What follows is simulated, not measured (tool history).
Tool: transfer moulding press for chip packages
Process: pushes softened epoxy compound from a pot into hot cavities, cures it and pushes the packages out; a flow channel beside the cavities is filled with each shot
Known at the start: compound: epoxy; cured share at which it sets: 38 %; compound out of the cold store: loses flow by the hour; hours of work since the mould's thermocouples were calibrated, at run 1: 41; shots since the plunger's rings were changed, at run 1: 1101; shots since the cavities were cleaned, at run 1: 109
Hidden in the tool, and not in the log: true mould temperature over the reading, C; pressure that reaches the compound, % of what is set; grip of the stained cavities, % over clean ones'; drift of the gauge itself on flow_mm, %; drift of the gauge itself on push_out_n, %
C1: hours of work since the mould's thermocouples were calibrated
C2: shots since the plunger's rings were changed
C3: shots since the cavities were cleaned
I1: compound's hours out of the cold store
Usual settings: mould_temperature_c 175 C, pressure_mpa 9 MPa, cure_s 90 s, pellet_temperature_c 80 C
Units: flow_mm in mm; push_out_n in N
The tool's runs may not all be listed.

Run 1, day 0: usual settings; C1 41; C2 1101; C3 109; I1 25.2. Result: flow_mm 970 mm, push_out_n 518 N.
Run 2, day 1.258: usual settings; C1 64; C2 1549; C3 557; I1 21.2. Result: flow_mm 972 mm, push_out_n 721 N.
Run 3, day 2.2: usual settings; C1 81; C2 1885; C3 893; I1 26.1. Result: flow_mm 953 mm, push_out_n 806 N.
At day 3.038: cavities cleaned with cleaning compound and waxed.
Run 4, day 3.288: usual settings; C1 100; C2 2252; C3 91; I1 12.4. Result: flow_mm 994 mm, push_out_n 537 N.
Run 5, day 4.4: usual settings; C1 120; C2 2648; C3 487; I1 38.4. Result: flow_mm 898 mm, push_out_n 692 N.
Run 6, day 5.212: usual settings; C1 135; C2 2938; C3 777; I1 26.5. Result: flow_mm 934 mm, push_out_n 755 N.
At day 5.475: plunger's sealing rings changed.
At day 6.512: cavities cleaned with cleaning compound and waxed.
Run 7, day 6.65: usual settings; C1 158; C2 398; C3 50; I1 15. Result: flow_mm 1034 mm, push_out_n 491 N.
Run 8, day 7.733: usual settings but pressure_mpa 7.2 MPa; C1 177; C2 784; C3 436; I1 23.8. Result: flow_mm 860 mm, push_out_n 697 N.
Run 9, day 8.862: usual settings but pressure_mpa 7.2 MPa; C1 198; C2 1187; C3 839; I1 14.3. Result: flow_mm 900 mm, push_out_n 809 N.
Run 10, day 9.546: usual settings but pressure_mpa 7.2 MPa; C1 210; C2 1432; C3 1084; I1 45.2. Result: flow_mm 796 mm, push_out_n 796 N.
At day 9.838: cavities cleaned with cleaning compound and waxed.
Run 11, day 11.025: usual settings; C1 236; C2 1936; C3 423; I1 28.3. Result: flow_mm 943 mm, push_out_n 705 N.
Run 12, day 11.958: usual settings; C1 253; C2 2270; C3 757; I1 11.4. Result: flow_mm 994 mm, push_out_n 816 N.
Run 13, day 12.554: usual settings; C1 264; C2 2482; C3 969; I1 25. Result: flow_mm 940 mm, push_out_n 808 N.
At day 13.167: cavities cleaned with cleaning compound and waxed.
Run 14, day 13.921: usual settings; C1 287; C2 2947; C3 269; I1 36.6. Result: flow_mm 904 mm, push_out_n 625 N.
At day 14.129: plunger's sealing rings changed.
Run 15, day 15.446: usual settings but mould_temperature_c 179 C, pressure_mpa 9.38 MPa, cure_s 121 s, pellet_temperature_c 86 C; C1 313; C2 470; C3 777; I1 26.4. Result: flow_mm 964 mm, push_out_n 595 N.
At day 15.65: mould's thermocouples calibrated.
Run 16, day 16.496: usual settings but mould_temperature_c 179 C, pressure_mpa 9.38 MPa, cure_s 121 s, pellet_temperature_c 86 C; C1 15; C2 813; C3 1120; I1 33.4. Result: flow_mm 954 mm, push_out_n 648 N.
At day 16.692: cavities cleaned with cleaning compound and waxed.
Run 17, day 17.562: usual settings but cure_s 129 s; C1 34; C2 1173; C3 311; I1 28. Result: flow_mm 953 mm, push_out_n 499 N.
Run 18, day 18.225: usual settings but cure_s 129 s; C1 46; C2 1409; C3 547; I1 29.4. Result: flow_mm 946 mm, push_out_n 573 N.
At day 18.912: mould's thermocouples calibrated, once more.
Run 19, day 19.629: usual settings but mould_temperature_c 170 C, pressure_mpa 10.14 MPa, cure_s 114 s, pellet_temperature_c 83 C; C1 13; C2 1880; C3 1018; I1 36.8. Result: flow_mm 989 mm, push_out_n 711 N.
At day 20.125: cavities cleaned with cleaning compound and waxed.
Run 20, day 20.671: usual settings but mould_temperature_c 177 C, pressure_mpa 10.14 MPa, cure_s 106 s, pellet_temperature_c 71 C; C1 31; C2 2230; C3 195; I1 31.8. Result: flow_mm 979 mm, push_out_n 494 N.
Run 21, day 21.771: usual settings but mould_temperature_c 177 C, pressure_mpa 10.14 MPa, cure_s 106 s, pellet_temperature_c 71 C; C1 51; C2 2622; C3 587; I1 25.3. Result: flow_mm 990 mm, push_out_n 567 N.
At day 22.9: plunger's sealing rings changed.
Run 22, day 23.046: usual settings but mould_temperature_c 174 C, pressure_mpa 10.14 MPa, cure_s 106 s, pellet_temperature_c 71 C; C1 72; C2 52; C3 1005; I1 32.9. Result: flow_mm 1018 mm, push_out_n 716 N.
At day 23.592: cavities cleaned with cleaning compound and waxed.
Run 23, day 24.192: usual settings but cure_s 73 s; C1 92; C2 438; C3 213; I1 16.8. Result: flow_mm 1009 mm, push_out_n 904 N.
Run 24, day 25.308: usual settings but mould_temperature_c 171 C, cure_s 110 s; C1 112; C2 837; C3 612; I1 26.7. Result: flow_mm 972 mm, push_out_n 682 N.
Run 25, day 26.567: usual settings but mould_temperature_c 171 C, cure_s 110 s; C1 135; C2 1285; C3 1060; I1 17. Result: flow_mm 1008 mm, push_out_n 740 N.
At day 26.938: cavities cleaned with cleaning compound and waxed.
Run 26, day 28: usual settings but mould_temperature_c 171 C, pressure_mpa 7.95 MPa, cure_s 76 s; C1 160; C2 1775; C3 379; I1 10.9. Result: flow_mm 966 mm, push_out_n 1241 N.
Run 27, day 29.125: usual settings but mould_temperature_c 167 C, pressure_mpa 7.45 MPa, pellet_temperature_c 78 C; C1 180; C2 2176; C3 780; I1 14.7. Result: flow_mm 923 mm, push_out_n 1363 N.
At day 30.288: cavities cleaned with cleaning compound and waxed.
Run 28, day 30.408: usual settings but mould_temperature_c 179 C, pressure_mpa 10.53 MPa, cure_s 106 s, pellet_temperature_c 87 C; C1 202; C2 2611; C3 42; I1 36. Result: flow_mm 965 mm, push_out_n 383 N.

4 ways to go on from here, each from the tool as it stands after run 28. What would each give?
At day 31.542: plunger's sealing rings changed.
Run A, day 31.783: usual settings but pressure_mpa 9.01 MPa; C1 225; C2 86; C3 496; I1 26.4. Result: flow_mm ?, push_out_n ?.
At day 31.542: plunger's sealing rings changed.
Run B, day 31.783: usual settings but mould_temperature_c 174 C, pressure_mpa 7.97 MPa, pellet_temperature_c 87 C; C1 225; C2 86; C3 496; I1 10.7. Result: flow_mm ?, push_out_n ?.
At day 31.542: plunger's sealing rings changed.
Run C, day 31.783: usual settings but mould_temperature_c 179 C, pressure_mpa 10.53 MPa, cure_s 102 s, pellet_temperature_c 81 C; C1 225; C2 86; C3 496; I1 35.8. Result: flow_mm ?, push_out_n ?.
At day 31.542: plunger's sealing rings changed.
Run D, day 31.783: usual settings but mould_temperature_c 172 C, pressure_mpa 10.53 MPa, cure_s 106 s, pellet_temperature_c 87 C; C1 225; C2 86; C3 496; I1 15.4. Result: flow_mm ?, push_out_n ?.

run  flow_mm  push_out_n
  A      977         716
  B      985         768
  C     1005         561
  D     1113         630
Without the tool's hidden state the same runs would have given:
run  flow_mm  push_out_n
  A      978         442
  B      986         475
  C     1006         354
  D     1114         392

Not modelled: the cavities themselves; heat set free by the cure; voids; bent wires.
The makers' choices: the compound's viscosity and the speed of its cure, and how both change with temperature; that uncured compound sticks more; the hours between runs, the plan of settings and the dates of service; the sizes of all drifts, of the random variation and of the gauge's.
